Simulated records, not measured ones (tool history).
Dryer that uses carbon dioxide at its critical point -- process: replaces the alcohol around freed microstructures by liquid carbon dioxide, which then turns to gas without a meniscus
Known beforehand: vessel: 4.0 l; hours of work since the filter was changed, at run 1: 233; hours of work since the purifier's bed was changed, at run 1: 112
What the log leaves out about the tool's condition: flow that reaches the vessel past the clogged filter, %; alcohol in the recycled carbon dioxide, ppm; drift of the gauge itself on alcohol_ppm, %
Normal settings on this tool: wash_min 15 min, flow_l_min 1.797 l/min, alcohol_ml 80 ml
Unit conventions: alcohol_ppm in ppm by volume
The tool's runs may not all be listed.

run   hour  wash_min  flow_l_min  alcohol_ml  hours of work since the filter was changed  hours of work since the purifier's bed was changed  alcohol_ppm
  1      0        15       1.797          80                                         233                                                 112           94
  2   14.3        15       1.797          80                                         240                                                 119          103
  3   24.3        15        2.23          80                                         245                                                 124           51
  4   33.4        15        2.23          80                                         250                                                 129           51
  5   48.9        15        2.23          80                                         257                                                 137           51
  6   56.4        15        2.23          80                                         261                                                 140           45
  7   65.6        15        2.23          80                                         266                                                 145           43
  8   76.1        22        2.23          80                                         271                                                 150           28
  9   87.4        22        2.23          80                                         276                                                 155           47
 10   96.3        15       1.797          80                                         281                                                 160          117
 11  111.4        15       1.797          80                                         288                                                 167          116
 12  126.1        15       1.797          80                                         296                                                 175          116
 13  136.3        15       1.797          80                                         301                                                 180          112

For run 14, what comes out?
 14  150.6        15       1.797          80                                         308                                                 187            ?

Run 14 came out at alcohol_ppm 126 ppm by volume.
Minus the tool's unlogged condition, the same run would have read alcohol_ppm 56 ppm by volume.

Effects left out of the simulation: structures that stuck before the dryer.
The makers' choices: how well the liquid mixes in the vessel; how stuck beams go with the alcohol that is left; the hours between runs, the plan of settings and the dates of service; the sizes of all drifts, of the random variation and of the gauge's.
